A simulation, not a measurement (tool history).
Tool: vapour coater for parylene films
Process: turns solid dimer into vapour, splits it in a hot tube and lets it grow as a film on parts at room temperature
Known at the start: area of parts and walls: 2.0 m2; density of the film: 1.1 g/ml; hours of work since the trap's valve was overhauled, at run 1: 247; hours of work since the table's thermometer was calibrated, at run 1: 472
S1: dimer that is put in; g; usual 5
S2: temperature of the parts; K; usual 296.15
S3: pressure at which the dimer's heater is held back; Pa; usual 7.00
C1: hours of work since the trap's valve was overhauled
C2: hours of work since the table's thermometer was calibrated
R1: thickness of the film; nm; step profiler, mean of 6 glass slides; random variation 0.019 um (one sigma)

run,hour,S1,S2,S3,C1,C2,R1
1,0.0,5,296.15,7.00,247,472,1550
2,26.1,5,296.15,7.00,261,486,1520
3,46.9,5,296.15,5.97,271,496,1540
4,80.0,4,296.15,7.00,288,513,1200
5,102.2,4,296.15,7.00,299,524,1250
6,128.4,4,293.15,7.00,313,538,1330
7,145.4,5,302.15,7.00,321,546,1260
8,170.3,5,296.15,7.00,334,559,1520
9,199.7,5,296.15,7.00,349,574,1470
# hour 226.5: trap's valve overhauled
10,237.4,5,296.15,7.00,6,591,1690
11,257.9,5,296.15,7.00,16,602,1650
12,290.1,5,296.15,7.00,32,618,1610
13,309.8,5,296.15,7.00,42,628,1630
14,340.3,5,296.15,7.05,58,643,1600
15,376.3,5,296.15,7.57,76,662,1630
16,399.4,8,308.15,2.15,88,674,1980
17,423.8,8,308.15,2.15,100,686,1980
18,460.1,6,297.15,5.01,119,704,1930
19,483.4,2,290.15,2.34,131,716,820
20,507.6,5,289.15,5.40,143,729,2030
21,541.2,5,289.15,2.48,160,746,2140
22,560.8,2,289.15,2.48,170,756,860
23,581.0,3,290.15,8.49,180,766,1140
24,600.0,3,290.15,8.49,190,776,1130
25,636.3,4,289.15,2.60,208,794,1690
26,669.6,4,291.15,11.07,225,811,1420
27,687.5,8,299.15,4.54,234,820,2370
28,707.9,2,296.15,7.00,245,830,620
29,739.1,3,295.15,7.19,261,846,960

Forecast each of these 4 alternatives for the next run:
A,772.2,3,296.15,4.07,277,863,?
B,772.2,3,296.15,6.28,277,863,?
C,772.2,3,291.15,7.19,277,863,?
D,772.2,4,294.15,7.19,277,863,?

run,R1
A,960
B,920
C,1110
D,1320
Without the tool's hidden state the same runs would have given:
run,R1
A,1000
B,960
C,1150
D,1380
